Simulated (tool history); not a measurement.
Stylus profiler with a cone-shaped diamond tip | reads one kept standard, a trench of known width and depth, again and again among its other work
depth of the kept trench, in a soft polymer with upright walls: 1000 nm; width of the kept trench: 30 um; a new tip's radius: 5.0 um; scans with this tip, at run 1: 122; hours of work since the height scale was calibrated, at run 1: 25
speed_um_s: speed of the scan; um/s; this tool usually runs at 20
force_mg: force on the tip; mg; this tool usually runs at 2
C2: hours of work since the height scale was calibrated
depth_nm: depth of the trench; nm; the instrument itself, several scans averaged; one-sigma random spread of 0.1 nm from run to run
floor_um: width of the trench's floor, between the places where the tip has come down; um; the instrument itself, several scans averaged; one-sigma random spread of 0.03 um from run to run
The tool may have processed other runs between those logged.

run 1 hour=0 | speed_um_s=20 force_mg=2 | scans_with_this_tip=122 C2=25 | depth_nm=1007.48 floor_um=23.94
run 2 hour=10 | speed_um_s=20 force_mg=2 | scans_with_this_tip=150 C2=31 | depth_nm=1007.36 floor_um=23.9
run 3 hour=27 | speed_um_s=36 force_mg=2 | scans_with_this_tip=196 C2=41 | depth_nm=1007.37 floor_um=23.77
run 4 hour=47.9 | speed_um_s=20 force_mg=2 | scans_with_this_tip=254 C2=53 | depth_nm=1007.46 floor_um=23.78
run 5 hour=63 | speed_um_s=20 force_mg=2 | scans_with_this_tip=296 C2=62 | depth_nm=1007.5 floor_um=23.78
run 6 hour=85.7 | speed_um_s=20 force_mg=2 | scans_with_this_tip=359 C2=75 | depth_nm=1007.4 floor_um=23.78
run 7 hour=105.5 | speed_um_s=20 force_mg=2 | scans_with_this_tip=414 C2=86 | depth_nm=1007.4 floor_um=23.71
run 8 hour=128 | speed_um_s=20 force_mg=2 | scans_with_this_tip=476 C2=99 | depth_nm=1007.38 floor_um=23.7
run 9 hour=151.9 | speed_um_s=20 force_mg=2 | scans_with_this_tip=542 C2=113 | depth_nm=1007.51 floor_um=23.64
run 10 hour=171.7 | speed_um_s=20 force_mg=2 | scans_with_this_tip=597 C2=124 | depth_nm=1007.51 floor_um=23.6
run 11 hour=189.1 | speed_um_s=20 force_mg=2 | scans_with_this_tip=645 C2=134 | depth_nm=1007.39 floor_um=23.61
run 12 hour=210.1 | speed_um_s=20 force_mg=2 | scans_with_this_tip=703 C2=147 | depth_nm=1007.57 floor_um=23.56
run 13 hour=223 | speed_um_s=20 force_mg=2 | scans_with_this_tip=738 C2=154 | depth_nm=1007.37 floor_um=23.55
run 14 hour=234.5 | speed_um_s=20 force_mg=2 | scans_with_this_tip=770 C2=161 | depth_nm=1007.57 floor_um=23.49
run 15 hour=255.1 | speed_um_s=21 force_mg=2 | scans_with_this_tip=827 C2=172 | depth_nm=1007.59 floor_um=23.47
run 16 hour=275 | speed_um_s=21 force_mg=2 | scans_with_this_tip=882 C2=184 | depth_nm=1007.59 floor_um=23.45
run 17 hour=287.6 | speed_um_s=20 force_mg=2 | scans_with_this_tip=917 C2=191 | depth_nm=1007.62 floor_um=23.45
run 18 hour=311.2 | speed_um_s=20 force_mg=2 | scans_with_this_tip=982 C2=205 | depth_nm=1007.8 floor_um=23.38
run 19 hour=331.8 | speed_um_s=20 force_mg=2 | scans_with_this_tip=1039 C2=217 | depth_nm=1007.49 floor_um=23.37
run 20 hour=346.4 | speed_um_s=50 force_mg=2.72 | scans_with_this_tip=1080 C2=225 | depth_nm=1009.2 floor_um=23.26
run 21 hour=364.5 | speed_um_s=10 force_mg=4.51 | scans_with_this_tip=1130 C2=236 | depth_nm=1013.12 floor_um=23.29
run 22 hour=375.1 | speed_um_s=12 force_mg=5.26 | scans_with_this_tip=1159 C2=242 | depth_nm=1014.59 floor_um=23.34
run 23 hour=398.4 | speed_um_s=12 force_mg=5.26 | scans_with_this_tip=1224 C2=255 | depth_nm=1014.48 floor_um=23.29
run 24 hour=415.5 | speed_um_s=20 force_mg=2.07 | scans_with_this_tip=1271 C2=265 | depth_nm=1007.95 floor_um=23.25
-- hour=417.3 height scale calibrated on a step standard
run 25 hour=426.2 | speed_um_s=13 force_mg=3.2 | scans_with_this_tip=1299 C2=5 | depth_nm=1010.57 floor_um=23.25
run 26 hour=449.8 | speed_um_s=21 force_mg=1.59 | scans_with_this_tip=1364 C2=19 | depth_nm=1006.86 floor_um=23.19
run 27 hour=466.7 | speed_um_s=39 force_mg=1.59 | scans_with_this_tip=1411 C2=28 | depth_nm=1006.83 floor_um=23.07
-- hour=484.7 height scale calibrated on a step standard, once more
run 28 hour=485.2 | speed_um_s=60 force_mg=1.15 | scans_with_this_tip=1461 C2=0 | depth_nm=1005.32 floor_um=22.93
run 29 hour=496.7 | speed_um_s=30 force_mg=1.54 | scans_with_this_tip=1492 C2=7 | depth_nm=1006.39 floor_um=23.03
run 30 hour=514.5 | speed_um_s=50 force_mg=2.46 | scans_with_this_tip=1542 C2=17 | depth_nm=1008.61 floor_um=23.05
run 31 hour=528.9 | speed_um_s=22 force_mg=1.35 | scans_with_this_tip=1581 C2=25 | depth_nm=1005.78 floor_um=23.02
run 32 hour=542.1 | speed_um_s=51 force_mg=4.79 | scans_with_this_tip=1618 C2=33 | depth_nm=1013.53 floor_um=22.98
run 33 hour=552.9 | speed_um_s=51 force_mg=4.79 | scans_with_this_tip=1648 C2=39 | depth_nm=1013.53 floor_um=22.94
run 34 hour=564.2 | speed_um_s=48 force_mg=1.01 | scans_with_this_tip=1679 C2=46 | depth_nm=1004.91 floor_um=22.85

What would each run have given without the hidden state, its run-to-run variation left as it was?
The hidden state here: radius of the tip, um; height scale over the true one, %; drift of the gauge itself on depth_nm, %; drift of the gauge itself on floor_um, %.
run=1 depth_nm=1007.7 floor_um=23.99
run=2 depth_nm=1007.57 floor_um=23.96
run=3 depth_nm=1007.56 floor_um=23.86
run=4 depth_nm=1007.64 floor_um=23.91
run=5 depth_nm=1007.66 floor_um=23.93
run=6 depth_nm=1007.55 floor_um=23.96
run=7 depth_nm=1007.52 floor_um=23.93
run=8 depth_nm=1007.48 floor_um=23.96
run=9 depth_nm=1007.59 floor_um=23.94
run=10 depth_nm=1007.57 floor_um=23.93
run=11 depth_nm=1007.44 floor_um=23.97
run=12 depth_nm=1007.6 floor_um=23.95
run=13 depth_nm=1007.38 floor_um=23.96
run=14 depth_nm=1007.57 floor_um=23.92
run=15 depth_nm=1007.57 floor_um=23.93
run=16 depth_nm=1007.56 floor_um=23.95
run=17 depth_nm=1007.57 floor_um=23.97
run=18 depth_nm=1007.73 floor_um=23.93
run=19 depth_nm=1007.41 floor_um=23.96
run=20 depth_nm=1009.1 floor_um=23.87
run=21 depth_nm=1013.01 floor_um=23.93
run=22 depth_nm=1014.46 floor_um=24
run=23 depth_nm=1014.33 floor_um=23.97
run=24 depth_nm=1007.79 floor_um=23.97
run=25 depth_nm=1010.3 floor_um=23.98
run=26 depth_nm=1006.57 floor_um=23.96
run=27 depth_nm=1006.53 floor_um=23.86
run=28 depth_nm=1005.38 floor_um=23.75
run=29 depth_nm=1006.43 floor_um=23.87
run=30 depth_nm=1008.64 floor_um=23.92
run=31 depth_nm=1005.8 floor_um=23.9
run=32 depth_nm=1013.54 floor_um=23.89
run=33 depth_nm=1013.53 floor_um=23.86
run=34 depth_nm=1004.9 floor_um=23.79
